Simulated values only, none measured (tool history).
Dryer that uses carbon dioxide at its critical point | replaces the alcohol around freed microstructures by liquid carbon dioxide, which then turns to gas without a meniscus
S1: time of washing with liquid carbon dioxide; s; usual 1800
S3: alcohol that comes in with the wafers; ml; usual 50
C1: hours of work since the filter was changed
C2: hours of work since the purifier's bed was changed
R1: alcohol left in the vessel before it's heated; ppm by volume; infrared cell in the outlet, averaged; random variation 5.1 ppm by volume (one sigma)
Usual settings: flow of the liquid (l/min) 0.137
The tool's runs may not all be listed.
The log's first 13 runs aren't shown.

Run 14, hour 372.6: usual settings but flow of the liquid (l/min) 0.224, S3 104 ml; C1 456; C2 942. Result: R1 270 ppm by volume.
Run 15, hour 412: usual settings but flow of the liquid (l/min) 0.224, S3 104 ml; C1 477; C2 964. Result: R1 271 ppm by volume.
At hour 421.5: inlet filter changed.
Run 16, hour 431.4: usual settings but flow of the liquid (l/min) 0.224, S3 104 ml; C1 5; C2 974. Result: R1 268 ppm by volume.
At hour 452.6: purifier's bed changed.
Run 17, hour 472.5: usual settings but flow of the liquid (l/min) 0.224, S3 104 ml; C1 26; C2 11. Result: R1 9 ppm by volume.
Run 18, hour 495.7: usual settings but flow of the liquid (l/min) 0.208, S3 104 ml; C1 39; C2 24. Result: R1 23 ppm by volume.
Run 19, hour 526.6: usual settings but flow of the liquid (l/min) 0.208, S3 104 ml; C1 56; C2 41. Result: R1 26 ppm by volume.
Run 20, hour 545.2: usual settings but flow of the liquid (l/min) 0.208, S3 104 ml; C1 66; C2 51. Result: R1 26 ppm by volume.
Run 21, hour 568.5: usual settings but S1 1860 s, flow of the liquid (l/min) 0.141, S3 104 ml; C1 79; C2 63. Result: R1 129 ppm by volume.
Run 22, hour 594.2: usual settings but flow of the liquid (l/min) 0.13, S3 32 ml; C1 93; C2 78. Result: R1 101 ppm by volume.
Run 23, hour 617.8: usual settings but flow of the liquid (l/min) 0.13, S3 32 ml; C1 106; C2 90. Result: R1 109 ppm by volume.
Run 24, hour 659.8: usual settings but flow of the liquid (l/min) 0.13, S3 32 ml; C1 129; C2 113. Result: R1 119 ppm by volume.
Run 25, hour 681.5: usual settings but flow of the liquid (l/min) 0.13, S3 32 ml; C1 141; C2 125. Result: R1 116 ppm by volume.
Run 26, hour 712.2: usual settings but flow of the liquid (l/min) 0.13, S3 32 ml; C1 157; C2 142. Result: R1 131 ppm by volume.
Run 27, hour 751.1: usual settings but flow of the liquid (l/min) 0.13, S3 32 ml; C1 179; C2 163. Result: R1 141 ppm by volume.
Run 28, hour 784.6: usual settings but S1 1680 s, flow of the liquid (l/min) 0.13, S3 32 ml; C1 197; C2 182. Result: R1 203 ppm by volume.
Run 29, hour 821.4: usual settings but S1 1200 s, flow of the liquid (l/min) 0.178, S3 28 ml; C1 217; C2 202. Result: R1 190 ppm by volume.
Run 30, hour 849.4: usual settings but S1 1620 s, flow of the liquid (l/min) 0.233, S3 20 ml; C1 233; C2 217. Result: R1 70 ppm by volume.
Run 31, hour 874: usual settings but S1 1620 s, flow of the liquid (l/min) 0.233, S3 20 ml; C1 246; C2 231. Result: R1 74 ppm by volume.
Run 32, hour 891.7: usual settings but S1 1080 s, flow of the liquid (l/min) 0.12, S3 62 ml; C1 256; C2 240. Result: R1 3546 ppm by volume.
Run 33, hour 916.2: usual settings but flow of the liquid (l/min) 0.088, S3 25 ml; C1 269; C2 254. Result: R1 796 ppm by volume.
Run 34, hour 953.3: usual settings but flow of the liquid (l/min) 0.118, S3 111 ml; C1 290; C2 274. Result: R1 768 ppm by volume.

Run 35 comes next. What will it give?
Run 35, hour 984.3: usual settings but flow of the liquid (l/min) 0.224; C1 306; C2 291. Result: R1 ?.

R1: 84 ppm by volume
Without the tool's hidden state the same run would have given R1 0 ppm by volume.
